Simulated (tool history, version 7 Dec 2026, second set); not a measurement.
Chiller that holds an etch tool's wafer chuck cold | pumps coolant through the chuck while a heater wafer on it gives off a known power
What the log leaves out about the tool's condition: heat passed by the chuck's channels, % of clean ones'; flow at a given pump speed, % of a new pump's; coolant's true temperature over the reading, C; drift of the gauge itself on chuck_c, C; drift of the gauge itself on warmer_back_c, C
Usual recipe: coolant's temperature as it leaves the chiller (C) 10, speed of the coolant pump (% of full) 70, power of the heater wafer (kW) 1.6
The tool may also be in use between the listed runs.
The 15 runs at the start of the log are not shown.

| run | day | coolant's temperature as it leaves the chiller (C) | speed of the coolant pump (% of full) | power of the heater wafer (kW) | hours since the coolant was changed and the channels were flushed | hours since the pump was overhauled | hours since the chiller's thermometer was calibrated | chuck's temperature once it has settled (C) | how much warmer the coolant comes back (C) |
|---|---|---|---|---|---|---|---|---|---|
| 16 | 58.446 | 10 | 70 | 1.6 | 2952 | 4422 | 3578 | 30.7 | 4.86 |
| 17 | 63.138 | 16 | 81 | 2.288 | 3065 | 4534 | 3690 | 42.6 | 5.95 |
| 18 | 67.262 | 16 | 81 | 2.288 | 3164 | 4633 | 3789 | 42.6 | 5.98 |
| 19 | 70.883 | 10 | 78 | 1.6 | 3250 | 4720 | 3876 | 29 | 4.31 |
| 20 | 75.379 | 12 | 78 | 1.6 | 3358 | 4828 | 3984 | 31.1 | 4.35 |
| 21 | 80.004 | 2 | 69 | 1.27 | 3469 | 4939 | 4095 | 18.6 | 3.86 |
| 22 | 82.983 | 2 | 69 | 1.37 | 3541 | 5011 | 4166 | 19.9 | 4.28 |
| 23 | 85.508 | 2 | 69 | 1.37 | 3601 | 5071 | 4227 | 19.8 | 4.22 |
| 24 | 88.2 | 12 | 99 | 1.473 | 3666 | 5136 | 4292 | 26.9 | 3.08 |
| 25 | 92.721 | 12 | 99 | 1.473 | 3775 | 5244 | 4400 | 26.7 | 3.04 |
|  | 93.262 | chiller's thermometer calibrated |
| 26 | 95.133 | 10 | 83 | 1.137 | 3831 | 5301 | 45 | 22.9 | 2.88 |
| 27 | 100.388 | 2 | 86 | 0.829 | 3958 | 5427 | 171 | 11.2 | 2 |
| 28 | 103.867 | 20 | 86 | 0.829 | 4041 | 5511 | 254 | 29.3 | 2.06 |
| 29 | 109.075 | 13 | 70 | 1.755 | 4166 | 5636 | 379 | 35.6 | 5.36 |
| 30 | 111.317 | 5 | 70 | 1.755 | 4220 | 5690 | 433 | 27.5 | 5.33 |
| 31 | 114.783 | 12 | 69 | 1.755 | 4303 | 5773 | 517 | 35.1 | 5.45 |

Consider 3 possible next runs. They are alternatives, not a sequence: every one starts from the tool as it was left by run 31. What does each give?
| A | 117.375 | 16 | 97 | 1.6 | 4365 | 5835 | 579 | ? | ? |
| B | 117.375 | 19 | 68 | 1.413 | 4365 | 5835 | 579 | ? | ? |
| C | 117.375 | 10 | 70 | 1.082 | 4365 | 5835 | 579 | ? | ? |

| run | chuck's temperature once it has settled (C) | how much warmer the coolant comes back (C) |
|---|---|---|
| A | 32.2 | 3.41 |
| B | 37.8 | 4.44 |
| C | 23.9 | 3.28 |
Without the tool's hidden state the same runs would have given:
| run | chuck's temperature once it has settled (C) | how much warmer the coolant comes back (C) |
|---|---|---|
| A | 32.2 | 3.41 |
| B | 37.8 | 4.44 |
| C | 23.9 | 3.27 |
